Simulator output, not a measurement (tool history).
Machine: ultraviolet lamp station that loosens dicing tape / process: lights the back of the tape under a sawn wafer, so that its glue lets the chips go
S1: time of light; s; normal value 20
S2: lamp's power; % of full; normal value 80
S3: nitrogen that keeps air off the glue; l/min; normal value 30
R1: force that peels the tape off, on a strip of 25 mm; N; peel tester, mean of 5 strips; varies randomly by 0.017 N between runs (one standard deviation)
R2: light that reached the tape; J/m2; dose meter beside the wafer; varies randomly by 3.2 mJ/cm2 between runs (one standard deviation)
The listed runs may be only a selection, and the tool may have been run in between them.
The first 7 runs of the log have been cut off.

run,day,S1,S2,S3,R1,R2
8,11.342,20,74,30,1.395,3790
9,12.412,20,62,30,1.936,3110
10,14.412,20,62,30,2.081,3130
11,16.092,27,80,30,0.717,5340
12,17.458,27,80,30,0.728,5220
# day 18.200: window cleaned of glue's vapour
13,19.054,11,80,30,3.383,2050
14,21.050,20,80,15,2.216,3620
15,23.071,20,80,15,2.270,3560
# day 23.379: window cleaned of glue's vapour, once more
16,24.083,12,80,30,2.422,2660
17,25.079,20,80,34,1.061,4320
18,27.038,12,63,28,3.405,2040
19,28.812,20,73,12,2.164,3880
20,29.721,20,73,12,2.294,3780
21,31.333,20,73,12,2.305,3760
22,33.308,11,69,27,3.637,1940
23,35.204,11,69,27,3.730,1910
24,36.746,20,88,53,0.792,4340
25,37.638,14,80,47,1.913,2770
26,38.767,26,93,47,0.468,5920
27,40.767,26,65,47,0.983,4050
28,42.683,26,65,47,1.040,4010
29,43.612,26,65,47,0.991,3970
30,45.058,26,65,47,1.069,3940
31,47.129,17,92,30,1.571,3570
32,48.496,17,63,30,2.686,2460

Predict each of these 5 candidate next runs independently; none follows another, all start after run 32:
A,49.750,17,67,30,?,?
B,49.750,40,64,48,?,?
C,49.750,20,88,40,?,?
D,49.750,39,63,30,?,?
E,49.750,24,78,44,?,?

run,R1,R2
A,2.656,2580
B,0.474,5690
C,1.096,3930
D,0.653,5460
E,0.933,4190
Without the tool's hidden state the same runs would have given:
run,R1,R2
A,1.593,3620
B,0.268,7990
C,0.548,5510
D,0.334,7680
E,0.460,5880
